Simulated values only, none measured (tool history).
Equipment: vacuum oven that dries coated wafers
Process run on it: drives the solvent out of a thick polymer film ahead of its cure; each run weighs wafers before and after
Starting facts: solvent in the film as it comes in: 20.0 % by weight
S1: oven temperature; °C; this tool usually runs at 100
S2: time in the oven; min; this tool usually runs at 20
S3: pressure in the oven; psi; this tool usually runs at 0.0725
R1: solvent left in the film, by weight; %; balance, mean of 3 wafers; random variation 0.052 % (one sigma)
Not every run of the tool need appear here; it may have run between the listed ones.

run     day   S1  S2      S3    R1
  1       0  100  20  0.0725  1.43
  2   1.042  100  20  0.0725  1.41
  3    1.95  100  20  0.0725  1.48
  4   3.675  100  20  0.0725  1.36
  5   4.912  100  20  0.0725  1.46
  6   6.317   97  20  0.0725     2
  7   7.642  100  20  0.0725  1.47
  8   9.083  100  20  0.0564  1.44
  9  10.454  100  14  0.0725  2.88
 10  11.529  100  14  0.0725  2.91
 11  12.742  100  14  0.0725  2.96
 12  13.592  100  20  0.0725   1.5
 13  15.117  100  20  0.0725  1.42
 14  16.254  100  20  0.0725  1.54
 15  17.267  100  20  0.0725  1.48
 16  18.804  111  20  0.1974  0.54
 17  19.717  114  18  0.1974  0.46
 18  21.462  114  18  0.1974  0.43
 19  22.562  114  18  0.1974  0.45
 20  23.917  114  18  0.1974  0.58
     24.138  -- vacuum gauge cleaned of residue and calibrated
 21  25.725  110  22  0.0725  0.28
 22  27.433   96  22  0.2296  2.51
     28.567  -- oven's thermocouples calibrated
     28.762  -- vacuum gauge cleaned of residue and calibrated, once more
 23  28.808  113  13  0.1063  0.77
 24   30.25  113  13  0.1063  0.74
 25  31.238  109  20  0.0725  0.25
 26  31.988  109  20  0.0748   0.3
 27  33.054   87  20  0.1371  4.99
 28  34.533  100  17  0.0725  1.81
 29  35.812  100  27  0.0725  0.64

A few steps of R1 between consecutive runs. Split each: what settings, incoming material and random variation would produce without the hidden state, and what is left over for the hidden state, along with gauge scatter present in only one of the two compared results (measured, and without hidden state):
Hidden state present: true wafer temperature over the reading, C; true pressure over the reading, kPa; drift of the gauge itself on solvent_pct, %.
Run 21 -> 22: S1 110 -> 96, S3 0.0725 -> 0.2296. R1 +2.23 %: hidden state +0.21, all else +2.02.
Run 22 -> 23: S1 96 -> 113, S2 22 -> 13, S3 0.2296 -> 0.1063, oven's thermocouples calibrated, vacuum gauge cleaned of residue and calibrated, once more. R1 -1.74 %: hidden state -0.3, all else -1.44.
Run 26 -> 27: S1 109 -> 87, S3 0.0748 -> 0.1371. R1 +4.69 %: hidden state +0.05, all else +4.64.
Run 27 -> 28: S1 87 -> 100, S2 20 -> 17, S3 0.1371 -> 0.0725. R1 -3.18 %: hidden state -0.02, all else -3.16.
